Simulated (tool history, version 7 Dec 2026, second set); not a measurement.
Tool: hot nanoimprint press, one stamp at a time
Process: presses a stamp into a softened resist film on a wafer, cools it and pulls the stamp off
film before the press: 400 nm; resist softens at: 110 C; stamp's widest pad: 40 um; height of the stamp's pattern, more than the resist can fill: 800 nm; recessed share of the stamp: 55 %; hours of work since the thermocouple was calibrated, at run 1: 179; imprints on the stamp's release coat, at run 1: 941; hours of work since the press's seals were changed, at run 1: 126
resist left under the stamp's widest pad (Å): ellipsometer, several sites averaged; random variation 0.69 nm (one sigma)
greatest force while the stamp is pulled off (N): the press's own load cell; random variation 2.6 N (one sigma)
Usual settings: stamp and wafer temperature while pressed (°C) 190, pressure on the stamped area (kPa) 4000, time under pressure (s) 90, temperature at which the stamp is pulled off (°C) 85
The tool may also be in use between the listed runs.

run,hour,stamp and wafer temperature while pressed (°C),pressure on the stamped area (kPa),time under pressure (s),temperature at which the stamp is pulled off (°C),hours of work since the thermocouple was calibrated,imprints on the stamp's release coat,hours of work since the press's seals were changed,resist left under the stamp's widest pad (Å),greatest force while the stamp is pulled off (N)
1,0.0,190,4000,90,85,179,941,126,1847,139
2,58.9,190,4000,90,85,212,1113,159,1854,143
3,100.9,190,4000,90,85,236,1236,182,1848,148
4,138.1,197,4000,90,85,256,1344,203,1469,152
# hour 209.0: stamp cleaned and given a new release coat
5,214.8,197,4000,90,85,296,17,242,1473,116
6,244.8,197,4000,90,85,312,104,259,1477,125
7,305.3,190,4000,83,85,346,281,292,1881,127
8,371.6,190,4000,83,85,383,474,329,1889,130
9,409.2,190,4000,83,85,404,584,350,1899,130
10,467.4,190,4000,83,85,436,754,383,1881,140
# hour 485.8: plate thermocouple calibrated
11,527.5,190,4000,83,85,23,920,414,1940,139
12,595.7,190,4000,83,85,61,1119,452,1934,150
13,639.7,190,4000,90,85,86,1248,477,1886,153
14,688.3,181,4000,90,85,113,1389,504,2486,148
# hour 740.0: stamp cleaned and given a new release coat
15,753.5,181,4000,90,85,146,39,537,2490,117
16,784.3,181,4000,130,78,163,129,554,2231,129
17,824.5,200,2760,174,81,185,246,576,1294,132
18,896.7,200,2760,174,81,225,457,616,1295,137
19,953.1,190,3440,71,85,257,622,648,2164,132
20,1000.1,183,4000,90,85,283,759,674,2332,136
21,1033.1,191,4000,90,78,301,855,692,1810,149
22,1076.8,201,5470,90,82,325,982,716,1112,145
23,1108.1,198,4000,90,85,343,1074,734,1453,140
24,1164.4,198,4000,90,85,374,1238,765,1444,148
25,1222.6,195,4000,108,85,406,1408,798,1498,148
26,1254.4,190,5000,90,73,424,1501,815,1672,180
# hour 1268.7: stamp cleaned and given a new release coat
# hour 1304.7: plate thermocouple calibrated
27,1319.5,183,6380,142,92,8,139,846,1638,115
28,1388.7,190,4290,90,91,47,341,885,1842,115
29,1429.5,190,4290,90,91,69,460,908,1847,122
30,1483.0,190,6200,122,91,99,617,937,1375,121

Forecast each of these 4 alternatives for the next run:
A,1531.7,190,6200,122,71,126,759,964,?,?
B,1531.7,200,3150,122,77,126,759,964,?,?
C,1531.7,190,4000,64,81,126,759,964,?,?
D,1531.7,185,4000,117,72,126,759,964,?,?

run,resist left under the stamp's widest pad (Å),greatest force while the stamp is pulled off (N)
A,1369,161
B,1393,153
C,2135,143
D,2054,153
Without the tool's hidden state the same runs would have given:
run,resist left under the stamp's widest pad (Å),greatest force while the stamp is pulled off (N)
A,1313,141
B,1368,134
C,2091,125
D,2011,135
